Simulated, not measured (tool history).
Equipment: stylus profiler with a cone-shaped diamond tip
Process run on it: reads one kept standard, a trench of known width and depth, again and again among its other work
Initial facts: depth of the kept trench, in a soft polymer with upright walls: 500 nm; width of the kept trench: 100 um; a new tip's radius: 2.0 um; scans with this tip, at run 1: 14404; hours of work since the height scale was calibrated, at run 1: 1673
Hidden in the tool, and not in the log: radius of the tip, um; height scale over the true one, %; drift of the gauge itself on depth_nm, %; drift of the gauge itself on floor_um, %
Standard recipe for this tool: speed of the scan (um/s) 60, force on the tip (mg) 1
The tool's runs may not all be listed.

run   hour  speed of the scan (um/s)  force on the tip (mg)  scans with this tip  hours of work since the height scale was calibrated  depth of the trench (Å)  width of the trench's floor (µm)
  1      0                        60                      1                14404                                                 1673                   5018.1                             96.82
  2   20.5                       189                      1                14519                                                 1686                   5014.8                             95.73
  3   37.5                       189                      1                14614                                                 1697                   5014.7                             95.76
  4   57.8                        60                    0.6                14729                                                 1710                   5009.3                             96.72
  5   70.1                        60                   0.52                14798                                                 1718                   5009.2                             96.67
  6   91.8                       159                      1                14920                                                 1733                   5016.5                             96.02
  7  105.1                       106                      1                14995                                                 1741                   5013.9                             96.42
  8  123.2                        60                      1                15097                                                 1753                   5013.3                             96.82
  9  139.9                        18                      1                15191                                                 1764                   5015.5                             97.18
 10  163.4                        18                      1                15323                                                 1779                   5014.8                             97.15
 11  181.8                        18                   2.53                15426                                                 1791                   5028.8                             97.25
 12  192.7                        18                   2.53                15487                                                 1798                   5029.2                             97.28
 13  205.7                        60                      1                15560                                                 1807                   5013.7                             96.86
 14  225.4                        60                      1                15672                                                 1820                   5013.8                             96.88
 15  242.8                        60                      1                15769                                                 1831                   5016.5                             96.87
 16  263.7                       152                      1                15886                                                 1845                   5016.4                             96.06
 17  284.8                       152                      1                16005                                                 1859                   5016.4                             96.03
 18  296.1                       152                      1                16069                                                 1866                   5015.4                             96.11
 19  310.5                        60                      1                16150                                                 1875                   5015.2                             96.82
 20  323.3                        60                      1                16222                                                 1884                     5017                             96.79
 21    341                        60                   0.38                16321                                                 1895                   5009.6                             96.53
 22  361.1                        60                   0.38                16435                                                 1908                   5008.6                             96.53
 23  378.2                        60                   0.38                16531                                                 1920                   5009.5                             96.53
 24  389.9                        45                   1.07                16596                                                 1927                     5015                             96.97
 25  414.3                        45                   1.07                16734                                                 1943                   5016.8                             96.96
 26  431.9                        45                   1.07                16833                                                 1955                   5016.7                             96.95
     444.3  -- new tip fitted, height scale calibrated
 27  453.6                        41                   2.42                   52                                                    6                     5030                             97.12
 28  476.4                       194                   2.42                  180                                                   21                   5028.4                             96.29
 29    500                       194                   2.42                  313                                                   36                   5028.8                             96.23
 30  522.6                        68                   0.42                  440                                                   51                   5007.5                             96.44
 31  538.4                        68                   1.81                  529                                                   61                   5019.9                             96.95
 32  557.7                        68                   2.79                  637                                                   74                   5031.4                             96.97
 33  574.7                        17                   1.35                  733                                                   85                   5017.9                             97.28
 34  592.5                        21                   1.03                  833                                                   97                   5016.1                             97.14
 35  602.5                        21                   1.03                  890                                                  103                   5014.9                             97.21
 36  617.2                        22                    1.1                  972                                                  113                   5017.6                             97.17
 37  634.2                       122                   0.44                 1068                                                  124                   5008.3                             95.84
 38  656.5                        21                   2.66                 1193                                                  139                   5029.6                             97.24
 39  673.6                        18                   0.38                 1289                                                  150                   5008.2                             97.11
 40  684.9                        76                   1.68                 1353                                                  157                     5022                             96.87
 41  706.2                       151                   1.68                 1472                                                  171                   5020.3                             96.35
 42  722.8                       151                   1.68                 1566                                                  182                   5021.9                             96.37
 43    736                       151                   1.68                 1640                                                  190                   5023.8                              96.4

Entry by entry between the runs, the difference in hidden state between the last listed run before and the first listed run after:
From run 26 to run 27: new tip fitted, height scale calibrated (hour 444.3)
  radius of the tip, um: 2.02 -> 2; height scale over the true one, %: -0.004 -> 0

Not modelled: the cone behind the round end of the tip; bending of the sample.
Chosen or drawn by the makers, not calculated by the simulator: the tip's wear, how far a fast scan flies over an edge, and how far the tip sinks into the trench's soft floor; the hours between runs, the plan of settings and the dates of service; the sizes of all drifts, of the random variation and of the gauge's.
